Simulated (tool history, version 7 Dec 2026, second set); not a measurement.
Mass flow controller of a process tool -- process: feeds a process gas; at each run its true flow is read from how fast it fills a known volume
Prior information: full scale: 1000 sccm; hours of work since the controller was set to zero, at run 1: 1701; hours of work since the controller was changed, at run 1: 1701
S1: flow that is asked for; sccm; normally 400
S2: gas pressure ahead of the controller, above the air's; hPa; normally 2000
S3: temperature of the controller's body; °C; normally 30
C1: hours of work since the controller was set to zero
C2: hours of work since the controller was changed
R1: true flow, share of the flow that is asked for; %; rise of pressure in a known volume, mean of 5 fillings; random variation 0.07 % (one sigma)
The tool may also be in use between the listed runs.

run,day,S1,S2,S3,C1,C2,R1
1,0,400,2000,30,1701,1701,98.41
2,8.512,778,2000,30,1802,1802,99.53
3,20.883,778,2000,30,1949,1949,99.63
4,29.704,778,2000,30,2054,2054,99.51
5,38.229,778,2000,30,2155,2155,99.52
6,48.012,778,2000,30,2271,2271,99.55
7,62.154,778,2000,30,2439,2439,99.44
8,71.35,778,2000,30,2548,2548,99.43
9,83.279,400,2000,30,2690,2690,98.35
10,89.458,838,2000,32,2764,2764,99.61
11,101.804,838,2000,32,2910,2910,99.7
12,109.342,838,2000,32,3000,3000,99.61
13,123.879,400,1430,34,3172,3172,98.12
14,133.642,400,2050,34,3288,3288,98.4
15,143.438,393,2000,21,3405,3405,98.01
16,154.071,393,2000,21,3531,3531,97.92
17,161.833,393,2000,21,3623,3623,97.9

Had the tool no unlogged condition, and each run kept its random variation, what would the results have been?
The hidden state here: flow at rest that the sensor doesn't see, % of full scale; true flow over the shown one, %; drift of the gauge itself on true_pct, %.
run,R1
1,98.41
2,99.55
3,99.67
4,99.57
5,99.6
6,99.64
7,99.56
8,99.57
9,98.51
10,99.78
11,99.9
12,99.82
13,98.36
14,98.65
15,98.29
16,98.22
17,98.21
